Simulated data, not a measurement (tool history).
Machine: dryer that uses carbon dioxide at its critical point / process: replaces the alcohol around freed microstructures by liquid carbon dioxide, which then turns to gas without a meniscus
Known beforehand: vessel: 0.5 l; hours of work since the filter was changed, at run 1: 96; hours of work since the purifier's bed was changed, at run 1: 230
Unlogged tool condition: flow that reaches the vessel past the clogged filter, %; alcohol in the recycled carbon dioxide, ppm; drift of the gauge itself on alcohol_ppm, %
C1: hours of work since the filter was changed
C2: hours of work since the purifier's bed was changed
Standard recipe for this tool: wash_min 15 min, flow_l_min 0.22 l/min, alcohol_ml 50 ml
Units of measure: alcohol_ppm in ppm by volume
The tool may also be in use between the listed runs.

run 1 hour=0 | wash_min=15 flow_l_min=0.22 alcohol_ml=50 | C1=96 C2=230 | alcohol_ppm=566
run 2 hour=15.9 | wash_min=15 flow_l_min=0.22 alcohol_ml=50 | C1=107 C2=241 | alcohol_ppm=605
run 3 hour=36.2 | wash_min=15 flow_l_min=0.22 alcohol_ml=50 | C1=120 C2=254 | alcohol_ppm=587
run 4 hour=45.1 | wash_min=15 flow_l_min=0.22 alcohol_ml=50 | C1=126 C2=260 | alcohol_ppm=595
run 5 hour=55.7 | wash_min=15 flow_l_min=0.22 alcohol_ml=50 | C1=133 C2=267 | alcohol_ppm=624
run 6 hour=65.2 | wash_min=15 flow_l_min=0.22 alcohol_ml=50 | C1=140 C2=274 | alcohol_ppm=632
run 7 hour=83.4 | wash_min=15 flow_l_min=0.22 alcohol_ml=50 | C1=152 C2=286 | alcohol_ppm=642
run 8 hour=93.1 | wash_min=15 flow_l_min=0.337 alcohol_ml=50 | C1=158 C2=292 | alcohol_ppm=77
run 9 hour=102.4 | wash_min=15 flow_l_min=0.22 alcohol_ml=50 | C1=165 C2=298 | alcohol_ppm=662
run 10 hour=119.1 | wash_min=15 flow_l_min=0.22 alcohol_ml=50 | C1=176 C2=310 | alcohol_ppm=667
run 11 hour=130 | wash_min=15 flow_l_min=0.22 alcohol_ml=50 | C1=183 C2=317 | alcohol_ppm=671
run 12 hour=149.5 | wash_min=15 flow_l_min=0.22 alcohol_ml=50 | C1=196 C2=330 | alcohol_ppm=685
run 13 hour=168.7 | wash_min=18 flow_l_min=0.22 alcohol_ml=50 | C1=209 C2=343 | alcohol_ppm=295
run 14 hour=179.6 | wash_min=18 flow_l_min=0.22 alcohol_ml=50 | C1=216 C2=350 | alcohol_ppm=292
run 15 hour=191.7 | wash_min=15 flow_l_min=0.22 alcohol_ml=50 | C1=224 C2=358 | alcohol_ppm=713
run 16 hour=211.8 | wash_min=14 flow_l_min=0.22 alcohol_ml=50 | C1=238 C2=372 | alcohol_ppm=999
run 17 hour=222.7 | wash_min=14 flow_l_min=0.22 alcohol_ml=50 | C1=245 C2=379 | alcohol_ppm=1011
run 18 hour=235.8 | wash_min=14 flow_l_min=0.22 alcohol_ml=50 | C1=254 C2=388 | alcohol_ppm=1033
run 19 hour=250.4 | wash_min=14 flow_l_min=0.22 alcohol_ml=50 | C1=264 C2=397 | alcohol_ppm=1094
run 20 hour=264.3 | wash_min=15 flow_l_min=0.215 alcohol_ml=50 | C1=273 C2=407 | alcohol_ppm=891
run 21 hour=273.5 | wash_min=15 flow_l_min=0.215 alcohol_ml=50 | C1=279 C2=413 | alcohol_ppm=889
run 22 hour=281.7 | wash_min=15 flow_l_min=0.22 alcohol_ml=50 | C1=285 C2=418 | alcohol_ppm=802
run 23 hour=295.9 | wash_min=15 flow_l_min=0.22 alcohol_ml=50 | C1=294 C2=428 | alcohol_ppm=804
run 24 hour=306.7 | wash_min=15 flow_l_min=0.141 alcohol_ml=50 | C1=301 C2=435 | alcohol_ppm=4784
run 25 hour=323.3 | wash_min=13 flow_l_min=0.181 alcohol_ml=73 | C1=312 C2=446 | alcohol_ppm=4796
run 26 hour=335.2 | wash_min=13 flow_l_min=0.181 alcohol_ml=73 | C1=320 C2=454 | alcohol_ppm=4860
run 27 hour=346.4 | wash_min=10 flow_l_min=0.153 alcohol_ml=73 | C1=328 C2=462 | alcohol_ppm=16365
run 28 hour=356.8 | wash_min=11 flow_l_min=0.175 alcohol_ml=21 | C1=335 C2=469 | alcohol_ppm=2663
run 29 hour=372.4 | wash_min=11 flow_l_min=0.175 alcohol_ml=21 | C1=345 C2=479 | alcohol_ppm=2713
run 30 hour=388 | wash_min=11 flow_l_min=0.175 alcohol_ml=21 | C1=356 C2=489 | alcohol_ppm=2656
run 31 hour=400.8 | wash_min=24 flow_l_min=0.269 alcohol_ml=54 | C1=364 C2=498 | alcohol_ppm=73
run 32 hour=410.8 | wash_min=24 flow_l_min=0.269 alcohol_ml=54 | C1=371 C2=505 | alcohol_ppm=74
run 33 hour=425.6 | wash_min=10 flow_l_min=0.133 alcohol_ml=24 | C1=381 C2=515 | alcohol_ppm=7440
run 34 hour=433.9 | wash_min=10 flow_l_min=0.133 alcohol_ml=24 | C1=386 C2=520 | alcohol_ppm=7360
run 35 hour=448.7 | wash_min=9 flow_l_min=0.249 alcohol_ml=44 | C1=396 C2=530 | alcohol_ppm=3574
run 36 hour=466.5 | wash_min=17 flow_l_min=0.141 alcohol_ml=83 | C1=408 C2=542 | alcohol_ppm=5980
run 37 hour=479 | wash_min=17 flow_l_min=0.235 alcohol_ml=56 | C1=416 C2=550 | alcohol_ppm=443
run 38 hour=491.3 | wash_min=17 flow_l_min=0.235 alcohol_ml=56 | C1=425 C2=559 | alcohol_ppm=452
run 39 hour=500.2 | wash_min=9 flow_l_min=0.242 alcohol_ml=50 | C1=431 C2=565 | alcohol_ppm=4575
run 40 hour=518.1 | wash_min=9 flow_l_min=0.334 alcohol_ml=50 | C1=443 C2=576 | alcohol_ppm=1360
run 41 hour=536.3 | wash_min=22 flow_l_min=0.366 alcohol_ml=50 | C1=455 C2=589 | alcohol_ppm=75
run 42 hour=554.6 | wash_min=19 flow_l_min=0.155 alcohol_ml=96 | C1=467 C2=601 | alcohol_ppm=3328
-- hour=558.9 inlet filter changed
run 43 hour=564.8 | wash_min=19 flow_l_min=0.155 alcohol_ml=96 | C1=4 C2=607 | alcohol_ppm=1781
run 44 hour=577.6 | wash_min=23 flow_l_min=0.232 alcohol_ml=107 | C1=12 C2=616 | alcohol_ppm=104
run 45 hour=596.6 | wash_min=19 flow_l_min=0.25 alcohol_ml=50 | C1=25 C2=628 | alcohol_ppm=124
run 46 hour=616.6 | wash_min=19 flow_l_min=0.25 alcohol_ml=50 | C1=39 C2=642 | alcohol_ppm=116
run 47 hour=629.2 | wash_min=19 flow_l_min=0.136 alcohol_ml=50 | C1=47 C2=650 | alcohol_ppm=1804

4 ways to go on from here, each from the tool as it stands after run 47. What would each give?
run A hour=647.2 | wash_min=18 flow_l_min=0.208 alcohol_ml=112 | C1=59 C2=662 | alcohol_ppm=?
run B hour=647.2 | wash_min=15 flow_l_min=0.189 alcohol_ml=24 | C1=59 C2=662 | alcohol_ppm=?
run C hour=647.2 | wash_min=15 flow_l_min=0.22 alcohol_ml=28 | C1=59 C2=662 | alcohol_ppm=?
run D hour=647.2 | wash_min=22 flow_l_min=0.178 alcohol_ml=113 | C1=59 C2=662 | alcohol_ppm=?

run=A alcohol_ppm=626
run=B alcohol_ppm=622
run=C alcohol_ppm=357
run=D alcohol_ppm=534
With the hidden condition removed and each run's random variation left untouched, the same runs would have given:
run=A alcohol_ppm=482
run=B alcohol_ppm=496
run=C alcohol_ppm=253
run=D alcohol_ppm=399
